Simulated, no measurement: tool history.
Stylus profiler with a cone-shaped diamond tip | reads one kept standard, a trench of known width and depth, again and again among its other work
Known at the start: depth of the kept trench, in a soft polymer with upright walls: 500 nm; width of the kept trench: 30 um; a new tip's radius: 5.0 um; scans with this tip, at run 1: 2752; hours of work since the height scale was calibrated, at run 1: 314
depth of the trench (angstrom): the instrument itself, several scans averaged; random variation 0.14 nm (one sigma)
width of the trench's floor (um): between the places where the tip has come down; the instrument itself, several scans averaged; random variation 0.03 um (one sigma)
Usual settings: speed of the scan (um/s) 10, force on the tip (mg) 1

run     day  speed of the scan (um/s)  force on the tip (mg)  scans with this tip  hours of work since the height scale was calibrated  depth of the trench (angstrom)  width of the trench's floor (um)
  1       0                        10                      1                 2752                                                  314                          5033.4                             25.23
  2   1.733                        10                      1                 2951                                                  336                          5033.2                             25.14
  3   3.179                        10                      1                 3118                                                  355                          5032.7                             25.11
  4   4.542                        10                   2.12                 3275                                                  373                          5054.5                             25.19
  5    5.75                        10                   2.12                 3414                                                  389                          5055.9                             25.18
  6    7.95                        10                   0.41                 3667                                                  418                          5011.1                             25.07
  7   9.108                        10                   1.57                 3801                                                  433                          5043.6                             25.12
  8  11.088                        10                   1.57                 4029                                                  459                          5039.7                             25.08
  9  12.992                        10                   1.57                 4248                                                  484                          5043.9                             25.01
 10  14.567                        10                   1.57                 4430                                                  505                          5040.2                             24.93
 11  15.858                        10                   1.57                 4578                                                  522                          5040.8                             24.98
 12  17.296                        10                   1.57                 4744                                                  541                          5043.4                             24.99
 13   18.85                        10                   1.57                 4923                                                  561                          5039.8                             24.86
 14  20.042                        10                   1.57                 5060                                                  577                            5042                             24.92

Run 15 comes next. What will it give?
 15  20.958                        10                   1.57                 5166                                                  589                               ?                                 ?

Run 15 gave depth of the trench (angstrom) 5039.6, width of the trench's floor (um) 24.9.
Without the tool's hidden state the same run would have given depth of the trench (angstrom) 5050.4, width of the trench's floor (um) 25.59.
